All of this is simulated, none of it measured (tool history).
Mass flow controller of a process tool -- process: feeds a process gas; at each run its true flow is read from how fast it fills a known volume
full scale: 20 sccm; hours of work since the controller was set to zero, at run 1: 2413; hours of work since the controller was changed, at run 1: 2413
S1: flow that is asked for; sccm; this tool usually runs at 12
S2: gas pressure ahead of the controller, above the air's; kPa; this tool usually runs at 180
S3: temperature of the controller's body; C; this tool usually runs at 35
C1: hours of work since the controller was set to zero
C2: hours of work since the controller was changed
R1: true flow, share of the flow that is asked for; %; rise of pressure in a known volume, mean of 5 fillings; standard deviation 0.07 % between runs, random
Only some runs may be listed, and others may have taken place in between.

Run 1, day 0: usual settings; C1 2413; C2 2413. Result: R1 97.64 %.
Run 2, day 3.525: usual settings; C1 2475; C2 2475. Result: R1 97.61 %.
Run 3, day 6.071: usual settings; C1 2520; C2 2520. Result: R1 97.42 %.
Run 4, day 10.042: usual settings; C1 2590; C2 2590. Result: R1 97.58 %.
Run 5, day 12.996: usual settings; C1 2642; C2 2642. Result: R1 97.53 %.
Run 6, day 15.762: usual settings; C1 2691; C2 2691. Result: R1 97.54 %.
Run 7, day 19.979: usual settings; C1 2765; C2 2765. Result: R1 97.48 %.
Run 8, day 24.433: usual settings; C1 2844; C2 2844. Result: R1 97.47 %.
Run 9, day 26.383: usual settings; C1 2878; C2 2878. Result: R1 97.39 %.
Run 10, day 29.892: usual settings; C1 2940; C2 2940. Result: R1 97.39 %.
Run 11, day 31.971: usual settings; C1 2977; C2 2977. Result: R1 97.31 %.
Run 12, day 36.308: usual settings; C1 3053; C2 3053. Result: R1 97.3 %.
Run 13, day 38.417: usual settings but S1 9 sccm; C1 3091; C2 3091. Result: R1 96.95 %.
Run 14, day 42.825: usual settings but S1 6 sccm; C1 3168; C2 3168. Result: R1 96.29 %.
Run 15, day 44.888: usual settings but S1 3 sccm; C1 3205; C2 3205. Result: R1 94.56 %.
Run 16, day 47.05: usual settings but S1 5 sccm, S2 154 kPa, S3 32 C; C1 3243; C2 3243. Result: R1 96.01 %.
Run 17, day 50.142: usual settings but S1 8 sccm, S2 171 kPa; C1 3297; C2 3297. Result: R1 96.56 %.
Run 18, day 54.325: usual settings but S1 11 sccm, S2 215 kPa; C1 3371; C2 3371. Result: R1 97.22 %.
Run 19, day 57.429: usual settings but S1 11 sccm, S2 215 kPa; C1 3426; C2 3426. Result: R1 97.24 %.
Run 20, day 60.675: usual settings but S3 39 C; C1 3483; C2 3483. Result: R1 96.85 %.
Run 21, day 64.921: usual settings but S1 7 sccm, S2 147 kPa, S3 25 C; C1 3558; C2 3558. Result: R1 96.8 %.
Run 22, day 67.654: usual settings but S1 3 sccm, S2 205 kPa; C1 3606; C2 3606. Result: R1 94.11 %.
Run 23, day 72.129: usual settings but S1 3 sccm, S2 221 kPa, S3 36 C; C1 3685; C2 3685. Result: R1 94.12 %.
Run 24, day 76.633: usual settings but S1 3 sccm, S2 221 kPa, S3 36 C; C1 3764; C2 3764. Result: R1 93.98 %.
Run 25, day 80.371: usual settings but S1 3 sccm, S2 221 kPa, S3 36 C; C1 3830; C2 3830. Result: R1 93.8 %.
Run 26, day 82.867: usual settings but S1 8 sccm, S2 222 kPa; C1 3874; C2 3874. Result: R1 96.42 %.

Predict each of these 5 candidate next runs independently; none follows another, all start after run 26:
Run A, day 86.25: usual settings but S2 158 kPa; C1 3934; C2 3934. Result: R1 ?.
Run B, day 86.25: usual settings but S1 2 sccm, S2 222 kPa, S3 28 C; C1 3934; C2 3934. Result: R1 ?.
Run C, day 86.25: usual settings but S1 3 sccm, S2 252 kPa, S3 40 C; C1 3934; C2 3934. Result: R1 ?.
Run D, day 86.25: usual settings but S1 7 sccm, S3 22 C; C1 3934; C2 3934. Result: R1 ?.
Run E, day 86.25: usual settings but S1 5 sccm, S2 168 kPa, S3 37 C; C1 3934; C2 3934. Result: R1 ?.

run     R1
  A  96.75
  B  92.43
  C  93.53
  D  96.83
  E  94.98
Take away the tool's hidden state, keep each run's random variation, and the runs would have read:
run     R1
  A  98.68
  B  99.03
  C  98.26
  D  99.43
  E  98.22
